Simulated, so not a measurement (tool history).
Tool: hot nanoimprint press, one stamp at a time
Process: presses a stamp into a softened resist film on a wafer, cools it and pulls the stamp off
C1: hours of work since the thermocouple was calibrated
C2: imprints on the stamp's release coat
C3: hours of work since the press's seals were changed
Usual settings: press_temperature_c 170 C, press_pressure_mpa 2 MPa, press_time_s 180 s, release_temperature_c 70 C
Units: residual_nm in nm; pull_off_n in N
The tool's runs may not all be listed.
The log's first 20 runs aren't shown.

At hour 414.6: stamp cleaned and given a new release coat.
Run 21, hour 427.1: usual settings but press_temperature_c 175 C, press_time_s 149 s, release_temperature_c 75 C; C1 127; C2 34; C3 455. Result: residual_nm 162.1 nm, pull_off_n 119 N.
Run 22, hour 439.7: usual settings but press_temperature_c 168 C, press_pressure_mpa 1.63 MPa, press_time_s 149 s, release_temperature_c 75 C; C1 135; C2 69; C3 462. Result: residual_nm 230.3 nm, pull_off_n 116 N.
Run 23, hour 463.1: usual settings but press_temperature_c 168 C, press_pressure_mpa 1.63 MPa, press_time_s 149 s, release_temperature_c 75 C; C1 148; C2 134; C3 476. Result: residual_nm 233.6 nm, pull_off_n 119 N.
Run 24, hour 476.9: usual settings but press_temperature_c 182 C, press_pressure_mpa 2.12 MPa, press_time_s 195 s, release_temperature_c 71 C; C1 156; C2 172; C3 484. Result: residual_nm 100.8 nm, pull_off_n 127 N.
Run 25, hour 500.6: usual settings but press_temperature_c 182 C, press_pressure_mpa 2.12 MPa, press_time_s 195 s, release_temperature_c 71 C; C1 169; C2 238; C3 497. Result: residual_nm 100.1 nm, pull_off_n 133 N.
Run 26, hour 512.3: usual settings but press_pressure_mpa 2.19 MPa, press_time_s 242 s; C1 176; C2 270; C3 504. Result: residual_nm 163.7 nm, pull_off_n 137 N.
Run 27, hour 531.5: usual settings but press_temperature_c 159 C, press_pressure_mpa 2.79 MPa, press_time_s 227 s, release_temperature_c 59 C; C1 187; C2 323; C3 515. Result: residual_nm 248 nm, pull_off_n 172 N.
Run 28, hour 557.3: usual settings but press_temperature_c 159 C, press_pressure_mpa 2.03 MPa, press_time_s 242 s, release_temperature_c 59 C; C1 202; C2 394; C3 529. Result: residual_nm 265.4 nm, pull_off_n 173 N.
Run 29, hour 570.2: usual settings but press_temperature_c 159 C, press_pressure_mpa 1.41 MPa, press_time_s 174 s, release_temperature_c 59 C; C1 209; C2 430; C3 537. Result: residual_nm 299.4 nm, pull_off_n 185 N.
Run 30, hour 592.8: usual settings but press_temperature_c 178 C, press_pressure_mpa 1.69 MPa, press_time_s 255 s, release_temperature_c 59 C; C1 222; C2 493; C3 550. Result: residual_nm 122.7 nm, pull_off_n 178 N.

Forecast each of these 3 alternatives for the next run:
Run A, hour 616.7: usual settings but press_temperature_c 178 C, press_pressure_mpa 1.69 MPa, press_time_s 255 s, release_temperature_c 60 C; C1 235; C2 559; C3 563. Result: residual_nm ?, pull_off_n ?.
Run B, hour 616.7: usual settings but release_temperature_c 72 C; C1 235; C2 559; C3 563. Result: residual_nm ?, pull_off_n ?.
Run C, hour 616.7: usual settings but press_temperature_c 161 C, press_pressure_mpa 1.69 MPa, press_time_s 255 s, release_temperature_c 56 C; C1 235; C2 559; C3 563. Result: residual_nm ?, pull_off_n ?.

run  residual_nm  pull_off_n
  A        120.5         182
  B        188.2         145
  C        255.2         193
Without the tool's hidden state the same runs would have given:
run  residual_nm  pull_off_n
  A        115.8         150
  B        181.4         119
  C          249         159

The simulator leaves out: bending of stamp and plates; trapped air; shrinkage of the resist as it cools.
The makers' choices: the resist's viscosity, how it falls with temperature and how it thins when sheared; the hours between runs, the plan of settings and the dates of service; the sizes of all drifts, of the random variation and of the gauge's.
